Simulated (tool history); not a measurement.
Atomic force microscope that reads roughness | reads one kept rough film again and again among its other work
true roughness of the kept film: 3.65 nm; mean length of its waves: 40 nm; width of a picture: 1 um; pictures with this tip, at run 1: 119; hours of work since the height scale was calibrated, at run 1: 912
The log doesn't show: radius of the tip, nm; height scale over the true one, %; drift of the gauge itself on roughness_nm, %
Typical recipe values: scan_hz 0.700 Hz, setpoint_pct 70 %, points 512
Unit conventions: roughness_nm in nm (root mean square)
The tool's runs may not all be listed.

run,hour,scan_hz,setpoint_pct,points,pictures with this tip,hours of work since the height scale was calibrated,roughness_nm
1,0.0,0.700,70,512,119,912,2.932
# hour 4.6: new tip fitted
2,27.7,0.700,70,512,29,933,3.142
3,45.0,0.700,70,512,51,947,3.062
4,76.7,0.700,70,512,91,971,2.976
5,91.6,0.700,70,512,110,982,2.965
# hour 101.8: new tip fitted
6,117.7,0.700,70,512,20,1002,3.134
7,132.5,0.700,70,512,38,1014,3.105
# hour 146.1: height scale calibrated on a step standard
8,149.5,0.700,70,512,59,3,3.117
9,181.7,0.700,70,512,99,28,3.026
# hour 201.1: new tip fitted
10,216.0,0.700,70,512,19,54,3.208
11,233.3,1.798,70,512,41,67,2.949
12,267.7,0.530,58,605,84,94,3.144
13,289.8,2.510,80,447,112,111,2.451
# hour 299.3: new tip fitted
14,309.7,0.941,89,441,13,126,2.900
15,333.2,0.941,89,441,43,144,2.836
16,366.4,0.700,69,710,85,169,3.044

Run 17 is up next; what results do you expect?
17,380.7,0.623,78,369,103,180,?

roughness_nm: 2.955 nm (root mean square)
Had the tool carried no hidden state, the very same run would have given roughness_nm 3.220 nm (root mean square).

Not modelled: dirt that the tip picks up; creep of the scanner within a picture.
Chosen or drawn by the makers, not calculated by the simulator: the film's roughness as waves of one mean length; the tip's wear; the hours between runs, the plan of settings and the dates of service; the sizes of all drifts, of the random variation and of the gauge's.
